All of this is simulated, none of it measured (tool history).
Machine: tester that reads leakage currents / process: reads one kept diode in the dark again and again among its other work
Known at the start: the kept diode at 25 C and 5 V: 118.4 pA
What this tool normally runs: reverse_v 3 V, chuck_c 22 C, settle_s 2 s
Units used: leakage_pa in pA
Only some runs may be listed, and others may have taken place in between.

run 1 day=0 | reverse_v=3 chuck_c=22 settle_s=2 | leakage_pa=77.56
run 2 day=3.958 | reverse_v=3 chuck_c=22 settle_s=2 | leakage_pa=78.19
run 3 day=9.775 | reverse_v=3 chuck_c=22 settle_s=2 | leakage_pa=78.72
run 4 day=12.779 | reverse_v=3 chuck_c=22 settle_s=2 | leakage_pa=79.59
run 5 day=17.438 | reverse_v=3 chuck_c=22 settle_s=2 | leakage_pa=80.26
run 6 day=22.608 | reverse_v=3 chuck_c=22 settle_s=0.32 | leakage_pa=82.67
run 7 day=27.221 | reverse_v=3 chuck_c=22 settle_s=0.32 | leakage_pa=83.34
-- day=27.738 probe card cleaned and baked
run 8 day=30.038 | reverse_v=3 chuck_c=39 settle_s=0.32 | leakage_pa=359.56
run 9 day=35.446 | reverse_v=6.39 chuck_c=39 settle_s=3.68 | leakage_pa=501.84
run 10 day=37.9 | reverse_v=8.52 chuck_c=46 settle_s=3.68 | leakage_pa=1006.22

Below, some changes in leakage_pa between adjacent runs. For each, the amount present without the hidden state too (settings, incoming material, random variation) and the amount remaining for the hidden state with gauge scatter not shared by both compared results:
Hidden state at play: stray current of the dirty probe card, pA a volt; current scale over the true one, %; true chuck temperature over the reading, C; drift of the gauge itself on leakage_pa, %.
Run 9 -> 10: reverse_v 6.39 -> 8.52, chuck_c 39 -> 46. leakage_pa +504.38 pA: hidden state +48.59, all else +455.79.
